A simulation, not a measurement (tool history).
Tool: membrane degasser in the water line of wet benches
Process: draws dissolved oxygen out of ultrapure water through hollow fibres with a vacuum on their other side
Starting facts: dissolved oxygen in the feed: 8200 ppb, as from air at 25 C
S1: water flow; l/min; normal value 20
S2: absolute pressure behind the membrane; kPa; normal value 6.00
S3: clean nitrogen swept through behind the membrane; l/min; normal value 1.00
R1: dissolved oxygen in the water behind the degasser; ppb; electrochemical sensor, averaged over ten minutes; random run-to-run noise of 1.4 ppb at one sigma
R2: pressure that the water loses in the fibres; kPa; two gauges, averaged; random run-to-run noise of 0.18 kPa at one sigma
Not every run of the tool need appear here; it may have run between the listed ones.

Run 1, hour 0.0: usual settings. Result: R1 144.1 ppb, R2 32.64 kPa.
Run 2, hour 91.3: usual settings. Result: R1 146.4 ppb, R2 32.54 kPa.
At hour 123.4: vacuum gauge calibrated.
Run 3, hour 157.8: usual settings. Result: R1 140.4 ppb, R2 32.56 kPa.
Run 4, hour 244.6: usual settings but S3 1.07 l/min. Result: R1 134.6 ppb, R2 32.43 kPa.
Run 5, hour 342.8: usual settings but S3 1.07 l/min. Result: R1 134.3 ppb, R2 32.61 kPa.
Run 6, hour 407.6: usual settings but S3 1.07 l/min. Result: R1 132.1 ppb, R2 32.68 kPa.
Run 7, hour 540.4: usual settings. Result: R1 140.4 ppb, R2 32.48 kPa.
Run 8, hour 676.3: usual settings. Result: R1 141.0 ppb, R2 32.57 kPa.
Run 9, hour 759.7: usual settings but S1 26 l/min. Result: R1 197.8 ppb, R2 42.00 kPa.
Run 10, hour 833.8: usual settings but S2 9.82 kPa. Result: R1 312.9 ppb, R2 32.77 kPa.
Run 11, hour 916.6: usual settings but S1 22 l/min, S3 1.03 l/min. Result: R1 151.8 ppb, R2 35.71 kPa.
Run 12, hour 1009.6: usual settings but S1 22 l/min, S3 0.70 l/min. Result: R1 202.1 ppb, R2 36.22 kPa.
Run 13, hour 1112.4: usual settings but S1 22 l/min, S3 0.70 l/min. Result: R1 201.2 ppb, R2 35.71 kPa.
Run 14, hour 1231.6: usual settings but S1 22 l/min, S3 0.70 l/min. Result: R1 210.3 ppb, R2 35.99 kPa.
At hour 1324.7: seals of the vacuum lines changed.
Run 15, hour 1363.5: usual settings but S1 16 l/min. Result: R1 107.9 ppb, R2 26.40 kPa.

Measured less the same run without the tool's hidden state. The same run-to-run variation is in both; the gauge's scatter may not be:
Hidden state at play: membrane still open, %; true pressure behind the membrane over the reading, kPa; air that leaks in behind the membrane, l/min; drift of the gauge itself on oxygen_ppb, %; drift of the gauge itself on loss_of_pressure_kpa, %.
run    R1     R2
  1  +8.1  +0.09
  2  +8.4  +0.09
  3  +2.5  +0.10
  4  +2.6  +0.11
  5  +2.8  +0.12
  6  +2.8  +0.12
  7  +2.9  +0.14
  8  +3.1  +0.15
  9  +2.7  +0.21
 10  +7.6  +0.16
 11  +3.2  +0.19
 12  +2.4  +0.20
 13  +2.5  +0.22
 14  +2.8  +0.22
 15  +0.2  +0.18

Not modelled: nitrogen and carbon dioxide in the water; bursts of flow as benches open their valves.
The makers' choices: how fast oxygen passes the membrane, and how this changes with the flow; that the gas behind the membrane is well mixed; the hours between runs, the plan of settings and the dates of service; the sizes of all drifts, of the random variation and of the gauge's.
